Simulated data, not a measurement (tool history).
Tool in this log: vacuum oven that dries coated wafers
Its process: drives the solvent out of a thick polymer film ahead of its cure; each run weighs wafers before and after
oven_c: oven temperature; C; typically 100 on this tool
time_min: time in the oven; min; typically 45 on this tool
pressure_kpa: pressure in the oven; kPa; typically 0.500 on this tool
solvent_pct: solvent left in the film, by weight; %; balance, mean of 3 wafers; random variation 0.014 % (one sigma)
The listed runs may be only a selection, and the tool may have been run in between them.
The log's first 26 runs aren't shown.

run,hour,oven_c,time_min,pressure_kpa,hours of work since the thermocouples were calibrated,hours of work since the vacuum gauge was cleaned of residue,solvent_pct
27,364.3,85,45,0.708,203,599,4.22
28,382.7,100,30,1.128,217,613,3.33
29,391.2,100,26,1.128,223,619,3.79
30,400.2,100,26,0.500,229,625,3.62
31,418.5,93,43,0.271,242,638,2.81
32,437.1,108,60,0.345,256,652,0.49
33,447.5,108,60,0.345,263,659,0.49
34,461.4,108,60,0.345,273,669,0.49
35,476.2,108,60,0.345,284,680,0.50
36,492.5,108,26,1.071,295,691,2.62
37,508.1,108,26,1.071,306,703,2.63
38,518.4,104,26,0.500,314,710,3.02
39,526.9,101,44,1.008,320,716,1.97
40,540.9,93,60,0.993,330,726,2.18
41,557.4,89,34,0.465,342,738,4.46
42,573.9,86,47,0.500,354,750,3.83
43,590.0,96,30,0.500,365,761,3.83
44,597.7,107,50,0.276,371,767,0.79
45,612.9,107,50,0.276,382,778,0.83
46,632.2,100,45,0.809,395,792,1.96

Each row is a separate what-if for the run after 46, all from the same tool condition, not one after another. Results?
A,642.5,100,45,0.500,403,799,?
B,642.5,101,32,0.809,403,799,?
C,642.5,100,79,0.500,403,799,?
D,642.5,99,75,0.547,403,799,?

run,solvent_pct
A,1.83
B,2.94
C,0.72
D,0.85
Stripped of hidden state, with their random variation kept, the same runs would have yielded:
run,solvent_pct
A,1.59
B,2.67
C,0.53
D,0.65
